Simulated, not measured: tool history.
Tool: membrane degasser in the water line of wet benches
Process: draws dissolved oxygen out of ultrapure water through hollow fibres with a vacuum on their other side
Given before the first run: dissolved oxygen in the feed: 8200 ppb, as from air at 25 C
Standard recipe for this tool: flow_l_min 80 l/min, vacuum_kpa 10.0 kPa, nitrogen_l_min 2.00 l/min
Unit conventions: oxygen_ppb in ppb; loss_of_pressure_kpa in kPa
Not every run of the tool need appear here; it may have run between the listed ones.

run	hour	flow_l_min	vacuum_kpa	nitrogen_l_min	oxygen_ppb	loss_of_pressure_kpa
1	0.0	80	10.0	2.00	713.9	69.47
2	39.4	80	10.0	2.00	694.7	70.51
3	111.4	80	10.0	2.77	583.8	70.23
4	153.4	80	10.0	2.77	579.0	70.16
5	218.8	80	10.0	5.71	386.0	70.30
6	278.2	80	10.0	5.71	384.4	70.55
7	332.5	80	10.0	5.71	396.4	70.46
8	416.9	80	10.0	5.71	390.0	70.03
9	472.3	80	10.0	5.71	381.8	70.43
10	543.9	80	10.0	5.71	396.3	69.87
11	615.2	80	21.8	5.71	731.2	69.97
12	687.5	80	21.8	5.71	736.7	70.36
13	732.3	80	21.8	5.71	732.2	70.81
# hour 784.8: vacuum gauge calibrated
14	803.8	80	10.0	2.00	668.5	70.58
15	876.1	80	10.0	2.00	667.9	70.46
16	917.5	80	10.0	2.00	686.9	70.69
17	960.9	97	10.0	5.15	532.9	85.41
18	1012.2	97	8.9	0.96	1047.7	85.90
19	1065.8	97	8.9	0.96	1052.7	85.84
20	1105.3	52	9.7	2.00	406.7	46.08
21	1184.3	52	9.7	2.00	411.7	45.77
22	1230.7	115	16.6	2.07	1499.6	101.86
23	1273.5	56	6.2	3.46	180.6	49.75
24	1327.6	112	14.3	2.33	1241.2	99.10
# hour 1390.9: seals of the vacuum lines changed
25	1397.9	113	18.2	1.11	2188.3	99.98
26	1449.5	113	18.2	1.11	2178.0	100.04
27	1498.9	106	10.0	4.49	636.2	93.40
28	1556.1	106	22.9	4.49	1182.5	93.54
29	1621.9	54	24.9	3.20	819.3	48.15
30	1665.9	80	6.4	3.24	339.3	71.09

What does the tool deliver on the next run?
31	1733.2	82	6.9	2.59	?	?

{"run 31": {"oxygen_ppb": 419.0, "loss_of_pressure_kpa": 72.68}}
Without the tool's hidden state the same run would have given oxygen_ppb 393.2 ppb, loss_of_pressure_kpa 70.31 kPa.
